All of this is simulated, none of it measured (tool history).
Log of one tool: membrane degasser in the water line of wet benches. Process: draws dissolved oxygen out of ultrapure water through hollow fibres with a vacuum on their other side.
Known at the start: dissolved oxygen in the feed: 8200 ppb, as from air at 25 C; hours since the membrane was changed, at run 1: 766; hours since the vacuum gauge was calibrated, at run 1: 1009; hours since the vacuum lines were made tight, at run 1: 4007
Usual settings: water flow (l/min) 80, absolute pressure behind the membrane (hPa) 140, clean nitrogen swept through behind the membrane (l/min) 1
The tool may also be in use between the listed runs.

run,hour,water flow (l/min),absolute pressure behind the membrane (hPa),clean nitrogen swept through behind the membrane (l/min),hours since the membrane was changed,hours since the vacuum gauge was calibrated,hours since the vacuum lines were made tight,dissolved oxygen in the water behind the degasser (ppb),pressure that the water loses in the fibres (hPa)
1,0,80,140,1,766,1009,4007,1289.8,469.9
2,48.3,80,140,1,815,1058,4055,1290.4,466.3
3,93,80,140,1,859,1102,4100,1288.8,469.9
4,118.2,80,140,1,884,1127,4125,1289.2,470.8
5,144.6,80,140,1,911,1154,4152,1290.5,467.7
# hour 150.6: vacuum gauge calibrated
6,198.2,80,140,1,964,48,4205,1291.3,472.3
7,242.8,85,123,1.16,1008,92,4249,1051.5,504.6
8,286.6,85,123,1.16,1052,136,4293,1052,498.6
# hour 304.3: vacuum gauge calibrated, once more
9,317.6,58,101,1,1083,13,4324,692.2,338.5
10,345.1,80,95,0.46,1110,41,4351,1211.5,467.6
11,384.7,63,104,0.53,1150,80,4391,1125.2,367.8
12,439.4,80,109,1,1205,135,4445,950.7,468.2

5 ways to go on from here, each from the tool as it stands after run 12. What would each give?
A,497.7,63,109,1,1263,193,4504,?,?
B,497.7,80,134,2.28,1263,193,4504,?,?
C,497.7,78,109,1,1263,193,4504,?,?
D,497.7,115,281,1.31,1263,193,4504,?,?
E,497.7,70,126,1.07,1263,193,4504,?,?

run,dissolved oxygen in the water behind the degasser (ppb),pressure that the water loses in the fibres (hPa)
A,811.2,368.9
B,691,467
C,936.2,462.2
D,2699.9,678.3
E,999.2,411.2
Without the tool's hidden state the same runs would have given:
run,dissolved oxygen in the water behind the degasser (ppb),pressure that the water loses in the fibres (hPa)
A,807.7,366.7
B,687.2,464.2
C,932.8,459.5
D,2698.5,674.3
E,995.9,408.8
